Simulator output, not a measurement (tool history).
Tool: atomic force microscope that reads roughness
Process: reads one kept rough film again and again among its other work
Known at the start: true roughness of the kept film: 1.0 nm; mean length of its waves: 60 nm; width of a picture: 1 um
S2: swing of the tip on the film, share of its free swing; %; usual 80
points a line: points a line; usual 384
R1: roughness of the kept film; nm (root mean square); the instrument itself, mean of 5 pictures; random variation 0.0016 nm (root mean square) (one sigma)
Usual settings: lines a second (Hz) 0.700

Run 1, day 0.000: usual settings. Result: R1 0.951 nm (root mean square).
At day 0.133: new tip fitted.
Run 2, day 0.558: usual settings but points a line 619. Result: R1 0.964 nm (root mean square).
Run 3, day 1.158: usual settings but points a line 619. Result: R1 0.961 nm (root mean square).
Run 4, day 2.217: usual settings. Result: R1 0.960 nm (root mean square).
Run 5, day 2.933: usual settings but points a line 816. Result: R1 0.961 nm (root mean square).
Run 6, day 3.929: usual settings but lines a second (Hz) 2.551. Result: R1 0.903 nm (root mean square).
Run 7, day 4.483: usual settings but lines a second (Hz) 2.551. Result: R1 0.904 nm (root mean square).
Run 8, day 5.283: usual settings but lines a second (Hz) 2.551. Result: R1 0.900 nm (root mean square).
Run 9, day 6.183: usual settings but lines a second (Hz) 2.551. Result: R1 0.900 nm (root mean square).
At day 6.342: height scale calibrated on a step standard.
Run 10, day 6.875: usual settings but lines a second (Hz) 2.551. Result: R1 0.894 nm (root mean square).
Run 11, day 7.408: usual settings but lines a second (Hz) 1.876, S2 73 %. Result: R1 0.929 nm (root mean square).
At day 7.808: new tip fitted.
Run 12, day 8.383: usual settings but lines a second (Hz) 0.585, S2 88 %. Result: R1 0.952 nm (root mean square).
Run 13, day 9.312: usual settings but lines a second (Hz) 0.585, S2 88 %. Result: R1 0.953 nm (root mean square).
Run 14, day 9.958: usual settings but lines a second (Hz) 3.304, points a line 283. Result: R1 0.883 nm (root mean square).
Run 15, day 10.738: usual settings but lines a second (Hz) 1.184, S2 85 %. Result: R1 0.931 nm (root mean square).
At day 11.483: height scale calibrated on a step standard, once more.
Run 16, day 11.483: usual settings but lines a second (Hz) 0.513, S2 85 %. Result: R1 0.959 nm (root mean square).
Run 17, day 12.542: usual settings but lines a second (Hz) 1.438, S2 61 %, points a line 845. Result: R1 0.962 nm (root mean square).
Run 18, day 13.483: usual settings but lines a second (Hz) 1.438, S2 61 %, points a line 622. Result: R1 0.964 nm (root mean square).
Run 19, day 14.567: usual settings but lines a second (Hz) 0.824, S2 61 %, points a line 975. Result: R1 0.964 nm (root mean square).
Run 20, day 15.204: usual settings but lines a second (Hz) 3.778, S2 76 %, points a line 621. Result: R1 0.888 nm (root mean square).

Forecast each of these 4 alternatives for the next run:
At day 15.446: new tip fitted.
Run A, day 16.062: usual settings but lines a second (Hz) 0.569, S2 89 %, points a line 522. Result: R1 ?.
At day 15.446: new tip fitted.
Run B, day 16.062: usual settings but lines a second (Hz) 1.870, S2 67 %, points a line 440. Result: R1 ?.
At day 15.446: new tip fitted.
Run C, day 16.062: usual settings but lines a second (Hz) 3.778, S2 76 %, points a line 556. Result: R1 ?.
At day 15.446: new tip fitted.
Run D, day 16.062: usual settings but lines a second (Hz) 3.778, S2 71 %, points a line 621. Result: R1 ?.

run     R1
  A  0.961
  B  0.959
  C  0.899
  D  0.921
Without the tool's hidden state the same runs would have given:
run     R1
  A  0.965
  B  0.963
  C  0.903
  D  0.925
